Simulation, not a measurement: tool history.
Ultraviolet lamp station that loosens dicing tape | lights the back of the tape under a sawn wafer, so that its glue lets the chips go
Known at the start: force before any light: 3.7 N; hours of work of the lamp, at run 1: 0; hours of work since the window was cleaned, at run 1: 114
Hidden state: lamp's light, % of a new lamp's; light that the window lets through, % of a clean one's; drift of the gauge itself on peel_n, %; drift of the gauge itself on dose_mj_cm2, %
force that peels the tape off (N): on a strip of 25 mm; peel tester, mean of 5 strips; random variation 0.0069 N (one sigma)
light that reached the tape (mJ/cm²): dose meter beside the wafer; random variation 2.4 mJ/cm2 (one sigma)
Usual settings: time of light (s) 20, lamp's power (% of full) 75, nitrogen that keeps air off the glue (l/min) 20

run	hour	time of light (s)	lamp's power (% of full)	nitrogen that keeps air off the glue (l/min)	hours of work of the lamp	hours of work since the window was cleaned	force that peels the tape off (N)	light that reached the tape (mJ/cm²)
1	0.0	20	75	20	0	114	0.245	243
2	84.9	20	75	20	41	154	0.263	235
3	162.2	20	75	20	78	191	0.262	236
4	237.6	18	75	20	114	228	0.318	208
5	302.2	18	75	20	145	259	0.324	199
6	346.5	18	75	20	166	280	0.331	196
7	418.1	20	67	20	200	314	0.352	188
8	461.9	20	67	20	221	335	0.358	187
9	537.1	20	67	20	257	371	0.355	185
10	592.1	20	67	20	283	397	0.374	179
11	634.8	20	75	20	304	418	0.319	199
12	713.3	20	75	20	341	455	0.328	193
# hour 736.4: window cleaned of glue's vapour
13	754.4	20	75	20	361	9	0.284	219
14	811.1	20	75	20	388	36	0.284	214
15	875.0	20	75	20	419	66	0.310	211
16	949.8	20	71	20	454	102	0.338	195
17	990.6	20	71	20	474	122	0.358	190
18	1057.5	20	71	34	506	154	0.282	188
19	1101.3	20	71	34	527	175	0.283	185
20	1173.4	20	93	34	562	209	0.214	230
21	1248.5	20	93	34	597	245	0.225	226
22	1336.8	32	75	9	640	287	0.316	282
23	1394.9	16	82	20	668	315	0.523	155
24	1453.9	19	61	33	696	343	0.474	131
25	1490.8	35	71	10	713	361	0.326	273
26	1537.6	35	71	10	736	384	0.311	273
27	1585.4	12	90	11	759	406	1.013	116
28	1655.8	32	66	8	792	440	0.518	222
# hour 1716.1: window cleaned of glue's vapour
29	1726.8	32	66	8	826	5	0.434	240
30	1794.9	32	93	8	859	38	0.276	335
31	1850.3	20	76	20	885	64	0.429	167
32	1908.1	20	76	20	913	92	0.459	161
33	1985.1	30	81	7	950	129	0.454	251
34	2039.4	30	81	7	976	155	0.479	245
# hour 2086.1: lamp changed
35	2127.2	30	81	7	20	196	0.229	387
36	2183.7	30	81	7	47	223	0.226	387
37	2231.1	30	81	7	69	246	0.262	379
38	2288.9	24	75	26	97	274	0.198	273
39	2340.8	28	62	25	122	299	0.197	260
40	2427.7	28	62	25	164	340	0.211	254
41	2499.2	24	69	20	198	374	0.269	235
42	2542.3	24	61	20	218	395	0.318	206

4 ways to go on from here, each from the tool as it stands after run 42. What would each give?
A	2584.9	13	75	31	239	415	?	?
B	2584.9	38	91	20	239	415	?	?
C	2584.9	12	75	11	239	415	?	?
D	2584.9	24	61	8	239	415	?	?

run	force that peels the tape off (N)	light that reached the tape (mJ/cm²)
A	0.476	138
B	0.170	482
C	0.930	126
D	0.563	206
Without the tool's hidden state the same runs would have given:
run	force that peels the tape off (N)	light that reached the tape (mJ/cm²)
A	0.346	169
B	0.169	592
C	0.707	155
D	0.405	253

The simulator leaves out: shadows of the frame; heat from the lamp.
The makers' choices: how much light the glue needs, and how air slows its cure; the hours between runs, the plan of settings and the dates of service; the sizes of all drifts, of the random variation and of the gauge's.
